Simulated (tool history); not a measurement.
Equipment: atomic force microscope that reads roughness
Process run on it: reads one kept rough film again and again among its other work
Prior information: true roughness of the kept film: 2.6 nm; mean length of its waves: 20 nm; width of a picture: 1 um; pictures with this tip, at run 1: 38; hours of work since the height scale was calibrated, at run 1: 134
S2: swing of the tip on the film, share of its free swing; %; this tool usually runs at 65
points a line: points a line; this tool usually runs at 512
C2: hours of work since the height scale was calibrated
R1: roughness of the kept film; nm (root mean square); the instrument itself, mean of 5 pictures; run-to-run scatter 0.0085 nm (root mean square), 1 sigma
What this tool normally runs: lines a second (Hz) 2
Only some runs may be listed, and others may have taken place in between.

run 1 hour=0 | lines_a_second_(Hz)=2 S2=65 points_a_line=512 | pictures_with_this_tip=38 C2=134 | R1=1.379
run 2 hour=7.8 | lines_a_second_(Hz)=2 S2=65 points_a_line=512 | pictures_with_this_tip=55 C2=139 | R1=1.276
-- hour=14.9 new tip fitted
run 3 hour=16.5 | lines_a_second_(Hz)=2 S2=65 points_a_line=512 | pictures_with_this_tip=3 C2=146 | R1=1.824
run 4 hour=24.7 | lines_a_second_(Hz)=0.64 S2=65 points_a_line=512 | pictures_with_this_tip=21 C2=151 | R1=1.689
run 5 hour=33.6 | lines_a_second_(Hz)=1.35 S2=65 points_a_line=512 | pictures_with_this_tip=40 C2=158 | R1=1.459
run 6 hour=40.8 | lines_a_second_(Hz)=1.35 S2=65 points_a_line=512 | pictures_with_this_tip=56 C2=163 | R1=1.35
-- hour=47.6 new tip fitted
run 7 hour=49 | lines_a_second_(Hz)=1.35 S2=65 points_a_line=512 | pictures_with_this_tip=2 C2=169 | R1=1.867
run 8 hour=56.3 | lines_a_second_(Hz)=1.35 S2=65 points_a_line=512 | pictures_with_this_tip=18 C2=174 | R1=1.671
run 9 hour=60.9 | lines_a_second_(Hz)=1.35 S2=65 points_a_line=512 | pictures_with_this_tip=28 C2=177 | R1=1.571
run 10 hour=68.5 | lines_a_second_(Hz)=2 S2=65 points_a_line=573 | pictures_with_this_tip=45 C2=183 | R1=1.391
run 11 hour=73.3 | lines_a_second_(Hz)=2 S2=65 points_a_line=573 | pictures_with_this_tip=55 C2=187 | R1=1.312
-- hour=80 new tip fitted
run 12 hour=81.2 | lines_a_second_(Hz)=2 S2=65 points_a_line=573 | pictures_with_this_tip=2 C2=192 | R1=1.826
run 13 hour=87.4 | lines_a_second_(Hz)=2 S2=65 points_a_line=573 | pictures_with_this_tip=15 C2=196 | R1=1.682
run 14 hour=95.5 | lines_a_second_(Hz)=2.21 S2=68 points_a_line=397 | pictures_with_this_tip=33 C2=202 | R1=1.443
run 15 hour=103 | lines_a_second_(Hz)=2.8 S2=67 points_a_line=895 | pictures_with_this_tip=49 C2=208 | R1=1.29
-- hour=104.4 height scale calibrated on a step standard
run 16 hour=108.1 | lines_a_second_(Hz)=0.54 S2=67 points_a_line=423 | pictures_with_this_tip=58 C2=3 | R1=1.373
run 17 hour=112.7 | lines_a_second_(Hz)=1.02 S2=65 points_a_line=457 | pictures_with_this_tip=68 C2=6 | R1=1.284
-- hour=113.7 new tip fitted
-- hour=119.5 height scale calibrated on a step standard, once more
run 18 hour=120.4 | lines_a_second_(Hz)=0.92 S2=78 points_a_line=734 | pictures_with_this_tip=12 C2=1 | R1=1.706
run 19 hour=124.9 | lines_a_second_(Hz)=0.92 S2=78 points_a_line=734 | pictures_with_this_tip=22 C2=4 | R1=1.616
run 20 hour=128.9 | lines_a_second_(Hz)=0.92 S2=78 points_a_line=734 | pictures_with_this_tip=31 C2=7 | R1=1.538
run 21 hour=137.9 | lines_a_second_(Hz)=1.26 S2=68 points_a_line=354 | pictures_with_this_tip=50 C2=13 | R1=1.372
run 22 hour=144.7 | lines_a_second_(Hz)=1.79 S2=65 points_a_line=433 | pictures_with_this_tip=65 C2=18 | R1=1.262
-- hour=147.1 new tip fitted
run 23 hour=150.5 | lines_a_second_(Hz)=0.7 S2=65 points_a_line=512 | pictures_with_this_tip=7 C2=22 | R1=1.867
run 24 hour=156.1 | lines_a_second_(Hz)=0.89 S2=76 points_a_line=280 | pictures_with_this_tip=19 C2=26 | R1=1.602
run 25 hour=160.9 | lines_a_second_(Hz)=0.89 S2=76 points_a_line=280 | pictures_with_this_tip=30 C2=30 | R1=1.51

Same runs, no hidden state in the tool, same run-to-run variation:
Hidden state at play: radius of the tip, nm; height scale over the true one, %; drift of the gauge itself on roughness_nm, %.
run=1 R1=1.867
run=2 R1=1.887
run=3 R1=1.868
run=4 R1=1.973
run=5 R1=1.914
run=6 R1=1.939
run=7 R1=1.931
run=8 R1=1.931
run=9 R1=1.924
run=10 R1=1.868
run=11 R1=1.867
run=12 R1=1.874
run=13 R1=1.877
run=14 R1=1.807
run=15 R1=1.781
run=16 R1=1.989
run=17 R1=1.959
run=18 R1=1.867
run=19 R1=1.888
run=20 R1=1.898
run=21 R1=1.9
run=22 R1=1.883
run=23 R1=1.982
run=24 R1=1.846
run=25 R1=1.866

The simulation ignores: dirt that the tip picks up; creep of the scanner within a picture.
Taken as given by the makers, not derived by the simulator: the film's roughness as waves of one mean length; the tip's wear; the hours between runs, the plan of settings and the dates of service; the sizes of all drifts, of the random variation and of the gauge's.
